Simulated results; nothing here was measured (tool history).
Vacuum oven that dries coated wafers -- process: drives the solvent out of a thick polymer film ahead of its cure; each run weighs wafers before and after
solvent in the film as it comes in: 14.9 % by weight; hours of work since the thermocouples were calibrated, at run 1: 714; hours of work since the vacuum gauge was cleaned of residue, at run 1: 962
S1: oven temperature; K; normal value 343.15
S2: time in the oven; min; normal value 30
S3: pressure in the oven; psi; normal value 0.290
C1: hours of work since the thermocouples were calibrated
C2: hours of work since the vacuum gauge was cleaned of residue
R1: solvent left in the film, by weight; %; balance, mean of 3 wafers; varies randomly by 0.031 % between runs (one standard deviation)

| run | day | S1 | S2 | S3 | C1 | C2 | R1 |
|---|---|---|---|---|---|---|---|
| 1 | 0.000 | 343.15 | 30 | 0.290 | 714 | 962 | 4.63 |
| 2 | 1.779 | 343.15 | 30 | 0.290 | 740 | 988 | 4.60 |
| 3 | 3.904 | 347.15 | 30 | 0.290 | 770 | 1018 | 3.61 |
| 4 | 5.829 | 343.15 | 41 | 0.290 | 797 | 1045 | 3.52 |
| 5 | 7.083 | 343.15 | 41 | 0.290 | 815 | 1063 | 3.48 |
|  | 8.392 | oven's thermocouples calibrated |
| 6 | 9.542 | 343.15 | 16 | 0.454 | 16 | 1097 | 7.58 |
| 7 | 10.683 | 343.15 | 23 | 0.157 | 33 | 1113 | 5.48 |
| 8 | 11.729 | 343.15 | 16 | 0.290 | 47 | 1128 | 7.21 |
| 9 | 13.425 | 343.15 | 20 | 0.624 | 72 | 1152 | 7.33 |
| 10 | 14.817 | 343.15 | 34 | 0.157 | 91 | 1172 | 3.86 |

Here are 3 independent what-if runs from the current tool condition. What would each one return?
|  | 15.867 | oven's thermocouples calibrated, once more |
| A | 16.288 | 343.15 | 30 | 0.628 | 6 | 1191 | ? |
|  | 15.867 | oven's thermocouples calibrated, once more |
| B | 16.288 | 341.15 | 48 | 0.564 | 6 | 1191 | ? |
|  | 15.867 | oven's thermocouples calibrated, once more |
| C | 16.288 | 329.15 | 18 | 0.828 | 6 | 1191 | ? |

| run | R1 |
|---|---|
| A | 5.22 |
| B | 4.18 |
| C | 11.32 |
With the hidden condition removed and each run's random variation left untouched, the same runs would have given:
| run | R1 |
|---|---|
| A | 5.16 |
| B | 4.07 |
| C | 11.23 |
